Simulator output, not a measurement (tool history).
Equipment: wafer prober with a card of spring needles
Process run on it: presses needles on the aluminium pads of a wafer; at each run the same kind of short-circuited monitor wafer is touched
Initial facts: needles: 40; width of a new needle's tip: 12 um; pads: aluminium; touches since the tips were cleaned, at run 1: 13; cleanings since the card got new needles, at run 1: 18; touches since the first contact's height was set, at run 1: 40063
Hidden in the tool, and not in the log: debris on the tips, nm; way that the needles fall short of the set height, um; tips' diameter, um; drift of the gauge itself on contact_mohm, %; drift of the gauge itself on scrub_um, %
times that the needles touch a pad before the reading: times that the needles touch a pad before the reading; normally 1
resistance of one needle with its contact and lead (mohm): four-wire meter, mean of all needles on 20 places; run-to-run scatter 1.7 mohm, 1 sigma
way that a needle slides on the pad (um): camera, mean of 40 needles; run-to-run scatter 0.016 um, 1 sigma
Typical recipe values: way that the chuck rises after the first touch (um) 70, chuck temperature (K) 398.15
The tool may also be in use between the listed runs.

run	hour	way that the chuck rises after the first touch (um)	chuck temperature (K)	times that the needles touch a pad before the reading	touches since the tips were cleaned	cleanings since the card got new needles	touches since the first contact's height was set	resistance of one needle with its contact and lead (mohm)	way that a needle slides on the pad (um)
1	0	70	398.15	1	13	18	40063	174	11.66
2	6.2	80	398.15	1	3393	18	43443	231	13.33
# hour 14.1: tips cleaned on abrasive film
3	15	82	398.15	1	516	19	48184	181	13.68
4	25.6	82	398.15	1	6273	19	53941	254	13.67
# hour 28.4: tips cleaned on abrasive film
5	33	70	398.15	1	2493	20	57926	234	11.63
6	39	70	398.15	1	5789	20	61222	282	11.64
# hour 42.8: tips cleaned on abrasive film
7	45.6	70	398.15	1	1563	21	64781	223	11.61
8	55.2	70	398.15	1	6758	21	69976	292	11.63
# hour 57.1: tips cleaned on abrasive film
9	64.5	70	398.15	1	4017	22	75013	259	11.6
10	70.4	70	322.15	1	7220	22	78216	292	11.63
# hour 71.1: tips cleaned on abrasive film
11	75.1	69	366.15	2	2181	23	80706	206	11.39
# hour 84.7: tips cleaned on abrasive film
12	84.7	71	398.15	2	3	24	85896	175	11.75
13	89.8	71	398.15	1	2798	24	88691	239	11.73
# hour 98.9: tips cleaned on abrasive film
14	100.1	71	398.15	1	696	25	94275	199	11.73
15	105	68	355.15	3	3324	25	96903	195	11.23

How the hidden state differs across the entries between the runs, from the last listed run before each to the first after it:
Runs 2 to 3: tips cleaned on abrasive film (hour 14.1)
  debris on the tips, nm: 105.7 -> 33.3; way that the needles fall short of the set height, um: 0.54 -> 0.6; tips' diameter, um: 12.61 -> 12.63
  difference, measured minus the result without the unlogged condition, resistance of one needle with its contact and lead (mohm): +70 -> +21; way that a needle slides on the pad (um): -0.09 -> -0.1
Runs 4 to 5: tips cleaned on abrasive film (hour 28.4)
  debris on the tips, nm: 143.1 -> 83.9; way that the needles fall short of the set height, um: 0.6 -> 0.71; tips' diameter, um: 12.63 -> 12.67
  difference, measured minus the result without the unlogged condition, resistance of one needle with its contact and lead (mohm): +91 -> +70; way that a needle slides on the pad (um): -0.1 -> -0.12
Runs 6 to 7: tips cleaned on abrasive film (hour 42.8)
  debris on the tips, nm: 138.1 -> 66.7; way that the needles fall short of the set height, um: 0.71 -> 0.79; tips' diameter, um: 12.67 -> 12.7
  difference, measured minus the result without the unlogged condition, resistance of one needle with its contact and lead (mohm): +116 -> +58; way that a needle slides on the pad (um): -0.12 -> -0.14
Runs 8 to 9: tips cleaned on abrasive film (hour 57.1)
  debris on the tips, nm: 152.8 -> 114; way that the needles fall short of the set height, um: 0.79 -> 0.89; tips' diameter, um: 12.7 -> 12.73
  difference, measured minus the result without the unlogged condition, resistance of one needle with its contact and lead (mohm): +128 -> +96; way that a needle slides on the pad (um): -0.14 -> -0.14
Runs 10 to 11: tips cleaned on abrasive film (hour 71.1)
  debris on the tips, nm: 151.5 -> 82.1; way that the needles fall short of the set height, um: 0.89 -> 0.98; tips' diameter, um: 12.73 -> 12.76
  difference, measured minus the result without the unlogged condition, resistance of one needle with its contact and lead (mohm): +144 -> +46; way that a needle slides on the pad (um): -0.15 -> -0.16
Runs 11 to 12: tips cleaned on abrasive film (hour 84.7)
  debris on the tips, nm: 82.1 -> 15.2; way that the needles fall short of the set height, um: 0.98 -> 1.05; tips' diameter, um: 12.76 -> 12.79
  difference, measured minus the result without the unlogged condition, resistance of one needle with its contact and lead (mohm): +46 -> +8; way that a needle slides on the pad (um): -0.16 -> -0.17
Runs 13 to 14: tips cleaned on abrasive film (hour 98.9)
  debris on the tips, nm: 91 -> 43.2; way that the needles fall short of the set height, um: 1.05 -> 1.16; tips' diameter, um: 12.79 -> 12.83
  difference, measured minus the result without the unlogged condition, resistance of one needle with its contact and lead (mohm): +76 -> +37; way that a needle slides on the pad (um): -0.18 -> -0.19
